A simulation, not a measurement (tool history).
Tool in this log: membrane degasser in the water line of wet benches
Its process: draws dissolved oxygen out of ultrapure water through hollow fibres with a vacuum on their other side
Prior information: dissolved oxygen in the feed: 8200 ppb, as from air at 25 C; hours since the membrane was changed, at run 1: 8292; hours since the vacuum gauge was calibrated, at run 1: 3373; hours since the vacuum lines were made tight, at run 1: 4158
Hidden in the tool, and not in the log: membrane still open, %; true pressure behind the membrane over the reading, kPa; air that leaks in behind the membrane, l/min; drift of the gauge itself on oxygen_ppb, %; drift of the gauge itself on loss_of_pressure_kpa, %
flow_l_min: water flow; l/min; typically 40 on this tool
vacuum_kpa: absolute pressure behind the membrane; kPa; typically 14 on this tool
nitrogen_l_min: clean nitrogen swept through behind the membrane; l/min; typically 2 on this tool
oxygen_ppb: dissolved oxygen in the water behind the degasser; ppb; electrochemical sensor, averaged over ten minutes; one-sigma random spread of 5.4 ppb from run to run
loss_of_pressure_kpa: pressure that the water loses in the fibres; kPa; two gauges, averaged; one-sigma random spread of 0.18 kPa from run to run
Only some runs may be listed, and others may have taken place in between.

run	hour	flow_l_min	vacuum_kpa	nitrogen_l_min	hours since the membrane was changed	hours since the vacuum gauge was calibrated	hours since the vacuum lines were made tight	oxygen_ppb	loss_of_pressure_kpa
1	0	40	14	2	8292	3373	4158	738.7	38.12
2	128.7	60	14	2	8421	3502	4287	1242.8	57.59
3	247.5	60	14	2	8540	3621	4405	1242.2	57.77
4	483.6	40	14	2	8776	3857	4641	737.4	38.6
5	618.4	40	14	2	8911	3992	4776	736.2	38.65
6	880.9	40	33.1	2	9173	4254	5039	1420.6	39
7	1084.1	40	33.1	2	9376	4457	5242	1422.5	38.79
8	1277.9	40	33.1	2	9570	4651	5436	1409.4	38.7
9	1466.5	40	33.1	2	9759	4840	5624	1406.5	38.6
10	1616	40	33.1	2	9908	4989	5774	1405	39.07
11	1791	40	33.1	2	10083	5164	5949	1412.2	38.76
12	2057.4	40	33.1	2	10350	5431	6215	1412.1	38.96
13	2221.8	40	33.1	2	10514	5595	6380	1420.8	39.09
14	2466.4	30	14	2	10759	5840	6624	515.5	29.26
15	2646.3	40	14	2	10939	6020	6804	774.3	39.03
16	2886.8	40	14	2	11179	6260	7045	756.3	39.39
17	3046.2	47	8.7	1.91	11339	6419	7204	733.9	45.61
# hour 3072.4: vacuum gauge calibrated
18	3319.2	47	13.4	4.25	11611	247	7477	706.2	45.96
19	3504.1	47	13.4	4.25	11796	432	7662	705.9	46.13
20	3663.3	47	13.4	4.25	11955	591	7821	703.4	46.63
# hour 3745.4: vacuum gauge calibrated, once more
21	3919.1	45	31.3	3.8	12210	174	8076	1071.1	44.88
22	4186.5	35	14	2	12478	441	8343	639.6	34.63
23	4470.2	40	17.6	1.28	12762	725	8627	1140.2	39.77
24	4721	27	14	0.84	13012	976	8878	783.4	26.83
25	4874.6	40	29	1.89	13166	1129	9031	1325.9	39.68
26	5072.6	38	14	1.68	13364	1327	9229	786.8	37.7
27	5195.8	38	14	1.68	13487	1450	9353	778.6	37.91
# hour 5210.3: seals of the vacuum lines changed
28	5334.3	38	14	1.68	13624	1587	124	782.9	37.96
29	5575.6	40	14	1.68	13865	1828	365	839.4	40.23
30	5818.4	40	11.4	5.45	14108	2071	608	476.8	39.9
31	6083.2	40	11.4	5.45	14373	2336	873	481	40.18

Forecast each of these 4 alternatives for the next run:
A	6306	46	10.4	1.59	14595	2559	1096	?	?
B	6306	27	27	2	14595	2559	1096	?	?
C	6306	55	16.5	2.98	14595	2559	1096	?	?
D	6306	42	14	4.44	14595	2559	1096	?	?

run	oxygen_ppb	loss_of_pressure_kpa
A	869.9	46.4
B	807.8	27.14
C	1117.6	55.31
D	607.9	42.41
With the hidden condition removed and each run's random variation left untouched, the same runs would have given:
run	oxygen_ppb	loss_of_pressure_kpa
A	725.2	41.19
B	754.6	24.09
C	948.5	49.1
D	485.1	37.67
